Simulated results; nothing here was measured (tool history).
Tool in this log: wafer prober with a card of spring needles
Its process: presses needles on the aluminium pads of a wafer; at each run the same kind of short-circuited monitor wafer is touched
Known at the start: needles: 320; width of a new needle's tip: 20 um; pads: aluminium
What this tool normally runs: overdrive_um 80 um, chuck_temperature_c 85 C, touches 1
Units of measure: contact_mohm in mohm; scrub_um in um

{"run": 1, "day": 0.0, "overdrive_um": 80, "chuck_temperature_c": 85, "touches": 1, "contact_mohm": 252, "scrub_um": 14.62}
{"day": 0.671, "done": "tips cleaned on abrasive film"}
{"day": 1.367, "done": "tips cleaned on abrasive film"}
{"run": 2, "day": 1.625, "overdrive_um": 80, "chuck_temperature_c": 85, "touches": 1, "contact_mohm": 254, "scrub_um": 14.7}
{"day": 2.083, "done": "tips cleaned on abrasive film"}
{"day": 2.758, "done": "tips cleaned on abrasive film"}
{"run": 3, "day": 2.912, "overdrive_um": 80, "chuck_temperature_c": 85, "touches": 1, "contact_mohm": 256, "scrub_um": 14.66}
{"day": 3.421, "done": "tips cleaned on abrasive film"}
{"day": 4.088, "done": "tips cleaned on abrasive film"}
{"run": 4, "day": 4.088, "overdrive_um": 80, "chuck_temperature_c": 85, "touches": 3, "contact_mohm": 254, "scrub_um": 14.57}
{"day": 4.738, "done": "tips cleaned on abrasive film"}
{"day": 5.388, "done": "tips cleaned on abrasive film"}
{"run": 5, "day": 5.754, "overdrive_um": 80, "chuck_temperature_c": 85, "touches": 3, "contact_mohm": 256, "scrub_um": 14.67}
{"day": 6.133, "done": "tips cleaned on abrasive film"}
{"day": 6.792, "done": "tips cleaned on abrasive film"}
{"day": 7.438, "done": "tips cleaned on abrasive film"}
{"run": 6, "day": 7.438, "overdrive_um": 80, "chuck_temperature_c": 85, "touches": 2, "contact_mohm": 252, "scrub_um": 14.62}
{"day": 8.183, "done": "tips cleaned on abrasive film"}
{"run": 7, "day": 8.508, "overdrive_um": 80, "chuck_temperature_c": 85, "touches": 2, "contact_mohm": 256, "scrub_um": 14.64}
{"day": 8.95, "done": "tips cleaned on abrasive film"}
{"day": 9.671, "done": "tips cleaned on abrasive film"}
{"run": 8, "day": 10.083, "overdrive_um": 73, "chuck_temperature_c": 29, "touches": 1, "contact_mohm": 239, "scrub_um": 13.32}
{"day": 10.379, "done": "tips cleaned on abrasive film"}
{"day": 11.171, "done": "tips cleaned on abrasive film"}
{"run": 9, "day": 11.475, "overdrive_um": 83, "chuck_temperature_c": 85, "touches": 1, "contact_mohm": 256, "scrub_um": 15.16}
{"day": 11.942, "done": "tips cleaned on abrasive film"}
{"run": 10, "day": 12.279, "overdrive_um": 70, "chuck_temperature_c": 111, "touches": 1, "contact_mohm": 256, "scrub_um": 12.83}
{"day": 12.675, "done": "tips cleaned on abrasive film"}
{"day": 13.4, "done": "tips cleaned on abrasive film"}
{"day": 14.05, "done": "tips cleaned on abrasive film"}
{"run": 11, "day": 14.05, "overdrive_um": 80, "chuck_temperature_c": 119, "touches": 1, "contact_mohm": 262, "scrub_um": 14.67}
{"day": 14.854, "done": "tips cleaned on abrasive film"}
{"run": 12, "day": 15.192, "overdrive_um": 80, "chuck_temperature_c": 119, "touches": 1, "contact_mohm": 263, "scrub_um": 14.59}
{"day": 15.508, "done": "tips cleaned on abrasive film"}
{"day": 16.204, "done": "tips cleaned on abrasive film"}
{"day": 16.217, "done": "height of the first contact set anew"}
{"run": 13, "day": 16.529, "overdrive_um": 88, "chuck_temperature_c": 27, "touches": 3, "contact_mohm": 236, "scrub_um": 16.03}
{"day": 16.888, "done": "tips cleaned on abrasive film"}
{"day": 17.579, "done": "tips cleaned on abrasive film"}
{"run": 14, "day": 18.05, "overdrive_um": 70, "chuck_temperature_c": 29, "touches": 1, "contact_mohm": 237, "scrub_um": 12.83}

What if the next run were any one of these 3? Each begins from the tool's condition after run 14:
{"day": 18.342, "done": "tips cleaned on abrasive film"}
{"day": 19.038, "done": "tips cleaned on abrasive film"}
{"run": "A", "day": 19.079, "overdrive_um": 76, "chuck_temperature_c": 107, "touches": 1, "contact_mohm": "?", "scrub_um": "?"}
{"day": 18.342, "done": "tips cleaned on abrasive film"}
{"day": 19.038, "done": "tips cleaned on abrasive film"}
{"run": "B", "day": 19.079, "overdrive_um": 80, "chuck_temperature_c": 87, "touches": 1, "contact_mohm": "?", "scrub_um": "?"}
{"day": 18.342, "done": "tips cleaned on abrasive film"}
{"day": 19.038, "done": "tips cleaned on abrasive film"}
{"run": "C", "day": 19.079, "overdrive_um": 80, "chuck_temperature_c": 30, "touches": 1, "contact_mohm": "?", "scrub_um": "?"}

run=A contact_mohm=261 scrub_um=13.95
run=B contact_mohm=252 scrub_um=14.55
run=C contact_mohm=239 scrub_um=14.61
What these runs would have given with no unlogged condition in the tool:
run=A contact_mohm=260 scrub_um=13.96
run=B contact_mohm=252 scrub_um=14.55
run=C contact_mohm=239 scrub_um=14.61
